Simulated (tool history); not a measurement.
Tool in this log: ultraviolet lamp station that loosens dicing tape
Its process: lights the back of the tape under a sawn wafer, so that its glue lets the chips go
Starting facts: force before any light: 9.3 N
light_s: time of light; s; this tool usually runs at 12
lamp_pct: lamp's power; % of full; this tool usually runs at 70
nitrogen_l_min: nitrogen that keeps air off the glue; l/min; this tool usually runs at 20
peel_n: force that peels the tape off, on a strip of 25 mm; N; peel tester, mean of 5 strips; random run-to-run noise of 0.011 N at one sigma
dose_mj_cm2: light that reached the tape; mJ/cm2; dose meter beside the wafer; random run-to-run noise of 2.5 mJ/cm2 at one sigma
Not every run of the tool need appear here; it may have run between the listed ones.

run,day,light_s,lamp_pct,nitrogen_l_min,peel_n,dose_mj_cm2
1,0,12,70,20,0.758,250
2,0.842,12,70,20,0.736,247
3,1.6,12,70,20,0.771,243
4,2.429,12,70,20,0.791,245
5,3.288,12,70,14,1.041,246
6,4.342,12,70,14,1.045,239
7,5.412,12,86,8,1.14,299
# day 5.483: window cleaned of glue's vapour
8,6.396,12,86,8,1.155,293
9,7.45,19,84,6,0.638,447
10,8.4,19,84,6,0.648,441
# day 9.304: window cleaned of glue's vapour, once more
11,9.321,19,84,6,0.591,462
12,9.908,19,84,6,0.594,452

Had the tool no unlogged condition, and each run kept its random variation, what would the results have been?
Hidden conditions of the tool in this case: lamp's light, % of a new lamp's; light that the window lets through, % of a clean one's; drift of the gauge itself on peel_n, %; drift of the gauge itself on dose_mj_cm2, %.
run,peel_n,dose_mj_cm2
1,0.504,305
2,0.48,303
3,0.501,300
4,0.508,304
5,0.666,306
6,0.657,301
7,0.714,379
8,0.691,379
9,0.371,583
10,0.375,579
11,0.367,583
12,0.369,575
